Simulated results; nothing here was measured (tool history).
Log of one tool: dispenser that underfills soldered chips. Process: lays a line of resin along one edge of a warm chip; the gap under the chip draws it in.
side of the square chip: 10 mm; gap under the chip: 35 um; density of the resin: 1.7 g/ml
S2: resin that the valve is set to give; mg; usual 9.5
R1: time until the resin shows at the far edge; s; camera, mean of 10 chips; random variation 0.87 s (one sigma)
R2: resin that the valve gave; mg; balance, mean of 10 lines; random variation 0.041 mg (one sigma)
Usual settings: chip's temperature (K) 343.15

{"run": 1, "day": 0.0, "chip's temperature (K)": 343.15, "S2": 9.5, "R1": 135.9, "R2": 9.16}
{"run": 2, "day": 0.312, "chip's temperature (K)": 343.15, "S2": 9.5, "R1": 88, "R2": 9.19}
{"run": 3, "day": 0.712, "chip's temperature (K)": 343.15, "S2": 9.5, "R1": 143.7, "R2": 9.22}
{"run": 4, "day": 0.942, "chip's temperature (K)": 343.15, "S2": 9.5, "R1": 84.1, "R2": 9.17}
{"run": 5, "day": 1.258, "chip's temperature (K)": 328.15, "S2": 9.5, "R1": 216.5, "R2": 9.05}
{"run": 6, "day": 1.488, "chip's temperature (K)": 343.15, "S2": 9.5, "R1": 164.9, "R2": 9.1}
{"run": 7, "day": 1.804, "chip's temperature (K)": 343.15, "S2": 9.5, "R1": 109.3, "R2": 9.13}
{"run": 8, "day": 2.188, "chip's temperature (K)": 343.15, "S2": 9.5, "R1": 167.1, "R2": 9.4}
{"run": 9, "day": 2.604, "chip's temperature (K)": 343.15, "S2": 9.5, "R1": 122.7, "R2": 9.42}
{"run": 10, "day": 2.808, "chip's temperature (K)": 343.15, "S2": 9.5, "R1": 158.8, "R2": 9.42}
{"run": 11, "day": 3.079, "chip's temperature (K)": 343.15, "S2": 9.5, "R1": 93.9, "R2": 9.32}
{"run": 12, "day": 3.438, "chip's temperature (K)": 352.15, "S2": 9.5, "R1": 108.6, "R2": 9.29}
{"run": 13, "day": 3.708, "chip's temperature (K)": 352.15, "S2": 9.5, "R1": 67.9, "R2": 9.29}
{"run": 14, "day": 4.112, "chip's temperature (K)": 357.15, "S2": 9.5, "R1": 95.8, "R2": 9.35}
{"run": 15, "day": 4.4, "chip's temperature (K)": 357.15, "S2": 9.5, "R1": 61, "R2": 9.3}
{"run": 16, "day": 4.704, "chip's temperature (K)": 357.15, "S2": 9.5, "R1": 86.3, "R2": 9.29}
{"run": 17, "day": 5.058, "chip's temperature (K)": 357.15, "S2": 9.5, "R1": 59.5, "R2": 9.2}
{"run": 18, "day": 5.5, "chip's temperature (K)": 357.15, "S2": 9.5, "R1": 101.8, "R2": 9.09}
{"run": 19, "day": 5.771, "chip's temperature (K)": 357.15, "S2": 9.5, "R1": 65.1, "R2": 9.17}
{"run": 20, "day": 5.971, "chip's temperature (K)": 343.15, "S2": 8.43, "R1": 137.1, "R2": 8.04}
{"run": 21, "day": 6.242, "chip's temperature (K)": 335.15, "S2": 9.7, "R1": 111, "R2": 9.3}
{"run": 22, "day": 6.567, "chip's temperature (K)": 330.15, "S2": 10.43, "R1": 185.7, "R2": 10.37}
{"run": 23, "day": 6.879, "chip's temperature (K)": 349.15, "S2": 12.2, "R1": 137.6, "R2": 12.13}
{"run": 24, "day": 7.283, "chip's temperature (K)": 349.15, "S2": 12.2, "R1": 101.4, "R2": 12.14}
{"run": 25, "day": 7.508, "chip's temperature (K)": 349.15, "S2": 12.2, "R1": 137.2, "R2": 12.14}
{"run": 26, "day": 7.829, "chip's temperature (K)": 354.15, "S2": 10.57, "R1": 71.5, "R2": 10.42}
{"run": 27, "day": 8.088, "chip's temperature (K)": 354.15, "S2": 10.57, "R1": 102.4, "R2": 10.41}
{"run": 28, "day": 8.488, "chip's temperature (K)": 335.15, "S2": 11.36, "R1": 142.4, "R2": 11.09}
{"run": 29, "day": 8.679, "chip's temperature (K)": 340.15, "S2": 9.27, "R1": 152.1, "R2": 9.1}
{"run": 30, "day": 9.088, "chip's temperature (K)": 331.15, "S2": 9.27, "R1": 152.4, "R2": 9.06}
{"run": 31, "day": 9.321, "chip's temperature (K)": 330.15, "S2": 10.62, "R1": 213.1, "R2": 10.39}
{"run": 32, "day": 9.671, "chip's temperature (K)": 351.15, "S2": 8.23, "R1": 71.2, "R2": 8.08}
{"run": 33, "day": 10.092, "chip's temperature (K)": 351.15, "S2": 8.23, "R1": 120.7, "R2": 8.01}
{"run": 34, "day": 10.479, "chip's temperature (K)": 343.15, "S2": 10.71, "R1": 107.3, "R2": 10.31}
{"run": 35, "day": 10.908, "chip's temperature (K)": 357.15, "S2": 9.5, "R1": 51.9, "R2": 9.11}

Not shown: 19 entries that the log had between the listed runs. Between which runs, and how does the tool's hidden state differ before and after?
Between runs 1 and 2: new syringe of resin (day 0.267)
  resin's viscosity, % of fresh resin's: 165.7 -> 106.1; dose that the valve gives, % of what is set: 97.34 -> 97.03; true chip temperature over the reading, C: -0.05 -> 0
  measured less the result without the state, R1: +54.4 -> +5.4 s; R2: -0.25 -> -0.28 mg
Between runs 3 and 4: new syringe of resin (day 0.925)
  resin's viscosity, % of fresh resin's: 175.9 -> 102.3; dose that the valve gives, % of what is set: 96.63 -> 96.43; true chip temperature over the reading, C: 0.06 -> 0.09
  measured less the result without the state, R1: +62.3 -> +2 s; R2: -0.32 -> -0.34 mg
Between runs 6 and 7: new syringe of resin (day 1.575)
  resin's viscosity, % of fresh resin's: 203.4 -> 134.1; dose that the valve gives, % of what is set: 95.87 -> 95.56; true chip temperature over the reading, C: 0.17 -> 0.22
  measured less the result without the state, R1: +83.6 -> +27.7 s; R2: -0.39 -> -0.42 mg
Between runs 7 and 8: dispensing valve cleaned and set on the balance (day 1.867)
  resin's viscosity, % of fresh resin's: 134.1 -> 205.5; dose that the valve gives, % of what is set: 95.56 -> 99.43; true chip temperature over the reading, C: 0.22 -> 0.27
  measured less the result without the state, R1: +27.7 -> +85.2 s; R2: -0.42 -> -0.06 mg
Between runs 8 and 9: new syringe of resin (day 2.283)
  resin's viscosity, % of fresh resin's: 205.5 -> 150.7; dose that the valve gives, % of what is set: 99.43 -> 99.03; true chip temperature over the reading, C: 0.27 -> 0.33
  measured less the result without the state, R1: +85.2 -> +40.5 s; R2: -0.06 -> -0.09 mg
Between runs 10 and 11: new syringe of resin (day 2.938)
  resin's viscosity, % of fresh resin's: 194.7 -> 117.1; dose that the valve gives, % of what is set: 98.83 -> 98.57; true chip temperature over the reading, C: 0.36 -> 0.4
  measured less the result without the state, R1: +76.4 -> +12.7 s; R2: -0.11 -> -0.14 mg
Between runs 12 and 13: new syringe of resin (day 3.596)
  resin's viscosity, % of fresh resin's: 183.1 -> 115.2; dose that the valve gives, % of what is set: 98.23 -> 97.94; true chip temperature over the reading, C: 0.46 -> 0.49
  measured less the result without the state, R1: +48.2 -> +8.2 s; R2: -0.17 -> -0.2 mg
Between runs 14 and 15: new syringe of resin (day 4.275)
  resin's viscosity, % of fresh resin's: 191.3 -> 119.2; dose that the valve gives, % of what is set: 97.56 -> 97.31; true chip temperature over the reading, C: 0.55 -> 0.59
  measured less the result without the state, R1: +45.1 -> +9.1 s; R2: -0.23 -> -0.26 mg
Between runs 16 and 17: new syringe of resin (day 4.925)
  resin's viscosity, % of fresh resin's: 174.7 -> 117.6; dose that the valve gives, % of what is set: 96.98 -> 96.68; true chip temperature over the reading, C: 0.63 -> 0.68
  measured less the result without the state, R1: +36.2 -> +7.9 s; R2: -0.29 -> -0.31 mg
Between runs 18 and 19: new syringe of resin (day 5.571)
  resin's viscosity, % of fresh resin's: 204.9 -> 128.3; dose that the valve gives, % of what is set: 96.23 -> 95.95; true chip temperature over the reading, C: 0.75 -> 0.78
  measured less the result without the state, R1: +51.2 -> +13.3 s; R2: -0.35 -> -0.38 mg
Between runs 20 and 21: new syringe of resin (day 6.221)
  resin's viscosity, % of fresh resin's: 165.1 -> 103.5; dose that the valve gives, % of what is set: 95.74 -> 95.48; true chip temperature over the reading, C: 0.81 -> 0.85
  measured less the result without the state, R1: +52.5 -> +1 s; R2: -0.36 -> -0.44 mg
Between runs 21 and 22: dispensing valve cleaned and set on the balance (day 6.546)
  resin's viscosity, % of fresh resin's: 103.5 -> 148.2; dose that the valve gives, % of what is set: 95.48 -> 100.13; true chip temperature over the reading, C: 0.85 -> 0.9
  measured less the result without the state, R1: +1 -> +56.2 s; R2: -0.44 -> +0.02 mg
Between runs 23 and 24: new syringe of resin (day 6.921)
  resin's viscosity, % of fresh resin's: 218.9 -> 159.3; dose that the valve gives, % of what is set: 99.82 -> 99.45; true chip temperature over the reading, C: 0.95 -> 1.01
  measured less the result without the state, R1: +72.8 -> +35.8 s; R2: -0.02 -> -0.06 mg
Between runs 25 and 26: new syringe of resin (day 7.592)
  resin's viscosity, % of fresh resin's: 211.8 -> 134.4; dose that the valve gives, % of what is set: 99.23 -> 98.92; true chip temperature over the reading, C: 1.04 -> 1.09
  measured less the result without the state, R1: +70 -> +16.4 s; R2: -0.09 -> -0.12 mg
Between runs 27 and 28: new syringe of resin (day 8.25)
  resin's viscosity, % of fresh resin's: 185.6 -> 137.5; dose that the valve gives, % of what is set: 98.62 -> 98.23; true chip temperature over the reading, C: 1.13 -> 1.18
  measured less the result without the state, R1: +45 -> +34.3 s; R2: -0.15 -> -0.2 mg
Between runs 29 and 30: new syringe of resin (day 8.9)
  resin's viscosity, % of fresh resin's: 175 -> 126.7; dose that the valve gives, % of what is set: 98.04 -> 97.64; true chip temperature over the reading, C: 1.22 -> 1.28
  measured less the result without the state, R1: +61.9 -> +26.7 s; R2: -0.19 -> -0.22 mg
Between runs 31 and 32: new syringe of resin (day 9.558)
  resin's viscosity, % of fresh resin's: 169.8 -> 116.9; dose that the valve gives, % of what is set: 97.4 -> 97.06; true chip temperature over the reading, C: 1.31 -> 1.36
  measured less the result without the state, R1: +81.5 -> +8 s; R2: -0.28 -> -0.24 mg
Between runs 33 and 34: new syringe of resin (day 10.221)
  resin's viscosity, % of fresh resin's: 198.5 -> 140; dose that the valve gives, % of what is set: 96.62 -> 96.21; true chip temperature over the reading, C: 1.43 -> 1.48
  measured less the result without the state, R1: +57.4 -> +26.9 s; R2: -0.28 -> -0.41 mg
Between runs 34 and 35: new syringe of resin (day 10.867)
  resin's viscosity, % of fresh resin's: 140 -> 106.7; dose that the valve gives, % of what is set: 96.21 -> 95.79; true chip temperature over the reading, C: 1.48 -> 1.55
  measured less the result without the state, R1: +26.9 -> +1.1 s; R2: -0.41 -> -0.4 mg

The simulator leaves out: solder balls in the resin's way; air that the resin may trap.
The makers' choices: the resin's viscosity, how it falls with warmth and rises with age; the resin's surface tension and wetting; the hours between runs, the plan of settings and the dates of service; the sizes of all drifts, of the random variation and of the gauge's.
